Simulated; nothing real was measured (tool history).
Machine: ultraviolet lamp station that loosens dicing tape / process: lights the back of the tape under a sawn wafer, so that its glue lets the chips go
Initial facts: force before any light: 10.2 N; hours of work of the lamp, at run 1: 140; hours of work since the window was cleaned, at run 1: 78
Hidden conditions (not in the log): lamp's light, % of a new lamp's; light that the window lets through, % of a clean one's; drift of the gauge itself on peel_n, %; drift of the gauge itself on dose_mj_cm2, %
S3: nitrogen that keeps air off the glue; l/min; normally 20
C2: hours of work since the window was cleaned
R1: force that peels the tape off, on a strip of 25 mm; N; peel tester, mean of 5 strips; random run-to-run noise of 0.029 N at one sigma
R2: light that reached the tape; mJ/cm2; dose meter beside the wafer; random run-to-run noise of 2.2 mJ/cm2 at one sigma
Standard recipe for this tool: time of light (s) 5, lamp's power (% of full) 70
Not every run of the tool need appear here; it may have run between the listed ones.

run 1 day=0.000 | time_of_light_(s)=5 lamp's_power_(%_of_full)=70 S3=20 | hours_of_work_of_the_lamp=140 C2=78 | R1=1.668 R2=170
run 2 day=0.492 | time_of_light_(s)=5 lamp's_power_(%_of_full)=70 S3=20 | hours_of_work_of_the_lamp=145 C2=83 | R1=1.688 R2=172
run 3 day=1.033 | time_of_light_(s)=5 lamp's_power_(%_of_full)=70 S3=20 | hours_of_work_of_the_lamp=151 C2=89 | R1=1.767 R2=175
run 4 day=1.683 | time_of_light_(s)=5 lamp's_power_(%_of_full)=70 S3=20 | hours_of_work_of_the_lamp=157 C2=95 | R1=1.730 R2=169
run 5 day=2.488 | time_of_light_(s)=5 lamp's_power_(%_of_full)=70 S3=20 | hours_of_work_of_the_lamp=166 C2=104 | R1=1.772 R2=167
run 6 day=3.496 | time_of_light_(s)=7 lamp's_power_(%_of_full)=70 S3=7 | hours_of_work_of_the_lamp=176 C2=114 | R1=1.953 R2=232
run 7 day=4.317 | time_of_light_(s)=8 lamp's_power_(%_of_full)=67 S3=22 | hours_of_work_of_the_lamp=185 C2=123 | R1=0.744 R2=249
run 8 day=5.054 | time_of_light_(s)=8 lamp's_power_(%_of_full)=67 S3=22 | hours_of_work_of_the_lamp=192 C2=130 | R1=0.779 R2=248
run 9 day=5.617 | time_of_light_(s)=9 lamp's_power_(%_of_full)=69 S3=18 | hours_of_work_of_the_lamp=198 C2=136 | R1=0.636 R2=290
run 10 day=6.179 | time_of_light_(s)=10 lamp's_power_(%_of_full)=69 S3=33 | hours_of_work_of_the_lamp=204 C2=142 | R1=0.337 R2=320

Had the tool no unlogged condition, and each run kept its random variation, what would the results have been?
run=1 R1=1.399 R2=188
run=2 R1=1.404 R2=190
run=3 R1=1.458 R2=195
run=4 R1=1.413 R2=190
run=5 R1=1.429 R2=188
run=6 R1=1.562 R2=265
run=7 R1=0.539 R2=287
run=8 R1=0.557 R2=288
run=9 R1=0.449 R2=338
run=10 R1=0.247 R2=375

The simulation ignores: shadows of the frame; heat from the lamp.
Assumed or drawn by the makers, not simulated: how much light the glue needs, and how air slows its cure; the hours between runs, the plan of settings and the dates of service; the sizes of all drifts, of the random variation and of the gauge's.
